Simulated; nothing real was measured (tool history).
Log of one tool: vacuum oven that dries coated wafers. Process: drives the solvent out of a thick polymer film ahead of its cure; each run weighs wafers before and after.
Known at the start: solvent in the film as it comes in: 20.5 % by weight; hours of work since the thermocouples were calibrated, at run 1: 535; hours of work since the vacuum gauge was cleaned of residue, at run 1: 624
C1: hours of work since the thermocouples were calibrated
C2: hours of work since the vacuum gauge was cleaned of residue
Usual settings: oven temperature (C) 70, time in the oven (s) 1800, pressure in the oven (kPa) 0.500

{"run": 1, "day": 0.0, "oven temperature (C)": 70, "time in the oven (s)": 1800, "pressure in the oven (kPa)": 0.5, "C1": 535, "C2": 624, "solvent left in the film (%)": 1.03}
{"run": 2, "day": 0.508, "oven temperature (C)": 70, "time in the oven (s)": 1800, "pressure in the oven (kPa)": 0.5, "C1": 544, "C2": 633, "solvent left in the film (%)": 1.05}
{"run": 3, "day": 1.304, "oven temperature (C)": 70, "time in the oven (s)": 1800, "pressure in the oven (kPa)": 1.206, "C1": 558, "C2": 647, "solvent left in the film (%)": 1.32}
{"run": 4, "day": 1.929, "oven temperature (C)": 70, "time in the oven (s)": 1800, "pressure in the oven (kPa)": 0.256, "C1": 569, "C2": 658, "solvent left in the film (%)": 0.93}
{"run": 5, "day": 2.871, "oven temperature (C)": 70, "time in the oven (s)": 1200, "pressure in the oven (kPa)": 0.5, "C1": 585, "C2": 674, "solvent left in the film (%)": 2.38}
{"run": 6, "day": 3.65, "oven temperature (C)": 70, "time in the oven (s)": 1800, "pressure in the oven (kPa)": 0.595, "C1": 599, "C2": 688, "solvent left in the film (%)": 1.06}
{"run": 7, "day": 4.588, "oven temperature (C)": 70, "time in the oven (s)": 1800, "pressure in the oven (kPa)": 0.5, "C1": 615, "C2": 704, "solvent left in the film (%)": 1.03}
{"run": 8, "day": 5.171, "oven temperature (C)": 70, "time in the oven (s)": 1800, "pressure in the oven (kPa)": 0.5, "C1": 625, "C2": 714, "solvent left in the film (%)": 1.03}
{"run": 9, "day": 5.592, "oven temperature (C)": 83, "time in the oven (s)": 1800, "pressure in the oven (kPa)": 0.5, "C1": 633, "C2": 722, "solvent left in the film (%)": 0.18}
{"run": 10, "day": 6.529, "oven temperature (C)": 83, "time in the oven (s)": 1800, "pressure in the oven (kPa)": 0.5, "C1": 649, "C2": 738, "solvent left in the film (%)": 0.15}
{"run": 11, "day": 7.017, "oven temperature (C)": 83, "time in the oven (s)": 1800, "pressure in the oven (kPa)": 0.5, "C1": 658, "C2": 746, "solvent left in the film (%)": 0.18}
{"run": 12, "day": 7.783, "oven temperature (C)": 57, "time in the oven (s)": 1800, "pressure in the oven (kPa)": 0.539, "C1": 671, "C2": 760, "solvent left in the film (%)": 5.04}
{"run": 13, "day": 8.667, "oven temperature (C)": 71, "time in the oven (s)": 1800, "pressure in the oven (kPa)": 0.539, "C1": 686, "C2": 775, "solvent left in the film (%)": 0.9}
{"day": 8.808, "done": "vacuum gauge cleaned of residue and calibrated"}
{"run": 14, "day": 9.467, "oven temperature (C)": 66, "time in the oven (s)": 900, "pressure in the oven (kPa)": 0.942, "C1": 699, "C2": 11, "solvent left in the film (%)": 5.52}
{"run": 15, "day": 10.246, "oven temperature (C)": 75, "time in the oven (s)": 1800, "pressure in the oven (kPa)": 0.5, "C1": 713, "C2": 25, "solvent left in the film (%)": 0.48}
{"run": 16, "day": 10.667, "oven temperature (C)": 59, "time in the oven (s)": 1800, "pressure in the oven (kPa)": 0.5, "C1": 720, "C2": 32, "solvent left in the film (%)": 4.22}
{"run": 17, "day": 11.567, "oven temperature (C)": 59, "time in the oven (s)": 1800, "pressure in the oven (kPa)": 0.94, "C1": 736, "C2": 48, "solvent left in the film (%)": 4.47}
{"day": 12.5, "done": "vacuum gauge cleaned of residue and calibrated, once more"}
{"run": 18, "day": 12.546, "oven temperature (C)": 83, "time in the oven (s)": 2100, "pressure in the oven (kPa)": 1.832, "C1": 752, "C2": 1, "solvent left in the film (%)": 0.46}
{"run": 19, "day": 13.296, "oven temperature (C)": 63, "time in the oven (s)": 1680, "pressure in the oven (kPa)": 0.477, "C1": 765, "C2": 14, "solvent left in the film (%)": 2.94}
{"run": 20, "day": 14.192, "oven temperature (C)": 70, "time in the oven (s)": 2040, "pressure in the oven (kPa)": 0.573, "C1": 780, "C2": 29, "solvent left in the film (%)": 0.71}
{"run": 21, "day": 14.9, "oven temperature (C)": 70, "time in the oven (s)": 2040, "pressure in the oven (kPa)": 0.573, "C1": 793, "C2": 42, "solvent left in the film (%)": 0.72}

Forecast each of these 3 alternatives for the next run:
{"run": "A", "day": 15.825, "oven temperature (C)": 60, "time in the oven (s)": 3000, "pressure in the oven (kPa)": 1.99, "C1": 809, "C2": 58, "solvent left in the film (%)": "?"}
{"run": "B", "day": 15.825, "oven temperature (C)": 60, "time in the oven (s)": 2460, "pressure in the oven (kPa)": 1.1, "C1": 809, "C2": 58, "solvent left in the film (%)": "?"}
{"run": "C", "day": 15.825, "oven temperature (C)": 70, "time in the oven (s)": 1800, "pressure in the oven (kPa)": 0.542, "C1": 809, "C2": 58, "solvent left in the film (%)": "?"}

run=A solvent_left_in_the_film_(%)=2.42
run=B solvent_left_in_the_film_(%)=2.55
run=C solvent_left_in_the_film_(%)=0.97
Without the tool's hidden state the same runs would have given:
run=A solvent_left_in_the_film_(%)=2.77
run=B solvent_left_in_the_film_(%)=2.97
run=C solvent_left_in_the_film_(%)=1.19

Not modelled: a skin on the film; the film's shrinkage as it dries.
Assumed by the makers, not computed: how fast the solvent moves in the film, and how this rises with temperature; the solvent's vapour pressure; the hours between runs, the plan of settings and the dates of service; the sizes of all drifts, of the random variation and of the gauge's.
